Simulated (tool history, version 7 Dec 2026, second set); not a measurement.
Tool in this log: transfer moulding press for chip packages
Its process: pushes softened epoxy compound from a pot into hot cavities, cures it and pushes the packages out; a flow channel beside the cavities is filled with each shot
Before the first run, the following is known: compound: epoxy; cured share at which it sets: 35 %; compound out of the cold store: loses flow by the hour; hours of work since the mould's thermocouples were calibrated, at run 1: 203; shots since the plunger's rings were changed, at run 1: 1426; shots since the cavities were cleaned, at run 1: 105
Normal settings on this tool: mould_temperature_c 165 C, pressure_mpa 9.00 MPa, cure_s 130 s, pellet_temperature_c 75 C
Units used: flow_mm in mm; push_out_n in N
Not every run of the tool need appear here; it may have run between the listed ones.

run,hour,mould_temperature_c,pressure_mpa,cure_s,pellet_temperature_c,hours of work since the mould's thermocouples were calibrated,shots since the plunger's rings were changed,shots since the cavities were cleaned,incoming compound's hours out of the cold store,flow_mm,push_out_n
1,0.0,165,9.00,130,75,203,1426,105,18.9,941,504
2,21.8,165,9.00,130,75,220,1660,339,34.2,865,496
3,51.2,165,9.00,130,75,242,1977,656,26.8,907,498
# hour 55.1: cavities cleaned with cleaning compound and waxed
4,75.6,165,9.00,130,82,259,2223,220,42.3,829,473
5,98.1,165,9.00,130,75,276,2465,462,29.0,900,493
# hour 119.2: cavities cleaned with cleaning compound and waxed
6,119.5,165,9.00,130,75,291,2679,3,13.3,977,504
7,134.8,165,9.00,130,73,302,2844,168,25.8,903,502
8,163.2,165,9.00,130,75,324,3150,474,18.0,951,487
# hour 182.8: cavities cleaned with cleaning compound and waxed
9,186.7,165,9.00,130,75,340,3386,42,30.3,891,499
10,203.4,165,9.00,130,75,353,3566,222,27.6,895,500
11,221.8,166,9.00,130,75,366,3764,420,15.9,954,504
12,243.1,165,9.00,130,75,382,3993,649,10.8,997,508
# hour 247.1: cavities cleaned with cleaning compound and waxed
13,259.1,165,9.00,130,75,393,4149,129,47.1,796,489
14,272.9,165,10.60,130,75,404,4297,277,22.0,1005,493
15,285.1,158,10.26,112,80,413,4428,408,21.4,1036,1120
16,305.6,163,10.26,165,80,428,4649,629,16.2,1032,451
# hour 311.3: cavities cleaned with cleaning compound and waxed
17,321.3,165,10.23,130,70,439,4802,108,41.0,886,517
# hour 337.4: plunger's sealing rings changed
18,347.2,165,7.73,130,67,457,106,360,32.2,808,492
19,362.4,165,7.73,130,67,468,269,523,47.0,745,516
# hour 370.3: mould's thermocouples calibrated
# hour 378.8: cavities cleaned with cleaning compound and waxed
20,378.8,165,9.00,130,83,5,408,0,27.7,894,481
21,403.3,158,10.81,168,70,24,671,263,44.9,923,496
22,424.6,158,10.81,168,70,40,901,493,24.3,1041,528
# hour 441.7: cavities cleaned with cleaning compound and waxed
23,441.7,158,10.81,168,70,51,1069,0,19.9,1071,525
24,455.0,172,10.81,168,75,61,1212,143,44.5,864,434
25,481.7,167,10.03,169,75,81,1500,431,12.4,1031,422
26,498.7,165,7.76,130,83,94,1682,613,42.5,765,500
# hour 505.0: cavities cleaned with cleaning compound and waxed
27,514.0,165,7.76,130,83,105,1830,96,43.3,759,470
28,540.2,165,7.76,130,83,124,2113,379,11.2,915,526

Take each entry between the runs: how does the hidden state at the last listed run before it differ from the hidden state at the first listed run after it?
Between runs 3 and 4: cavities cleaned with cleaning compound and waxed (hour 55.1)
  grip of the stained cavities, % over clean ones': 0.6 -> 0.3
Between runs 5 and 6: cavities cleaned with cleaning compound and waxed (hour 119.2)
  pressure that reaches the compound, % of what is set: 99.96 -> 99.95; grip of the stained cavities, % over clean ones': 0.5 -> 0
Between runs 8 and 9: cavities cleaned with cleaning compound and waxed (hour 182.8)
  grip of the stained cavities, % over clean ones': 0.5 -> 0.1
Between runs 12 and 13: cavities cleaned with cleaning compound and waxed (hour 247.1)
  grip of the stained cavities, % over clean ones': 0.6 -> 0.2
Between runs 16 and 17: cavities cleaned with cleaning compound and waxed (hour 311.3)
  pressure that reaches the compound, % of what is set: 99.92 -> 99.91; grip of the stained cavities, % over clean ones': 0.6 -> 0.2
Between runs 17 and 18: plunger's sealing rings changed (hour 337.4)
  pressure that reaches the compound, % of what is set: 99.91 -> 100; grip of the stained cavities, % over clean ones': 0.2 -> 0.4
Between runs 19 and 20: mould's thermocouples calibrated (hour 370.3); cavities cleaned with cleaning compound and waxed (hour 378.8)
  pressure that reaches the compound, % of what is set: 100 -> 99.99; grip of the stained cavities, % over clean ones': 0.6 -> 0
Between runs 22 and 23: cavities cleaned with cleaning compound and waxed (hour 441.7)
  pressure that reaches the compound, % of what is set: 99.99 -> 99.98; grip of the stained cavities, % over clean ones': 0.5 -> 0
Between runs 26 and 27: cavities cleaned with cleaning compound and waxed (hour 505.0)
  grip of the stained cavities, % over clean ones': 0.6 -> 0.1
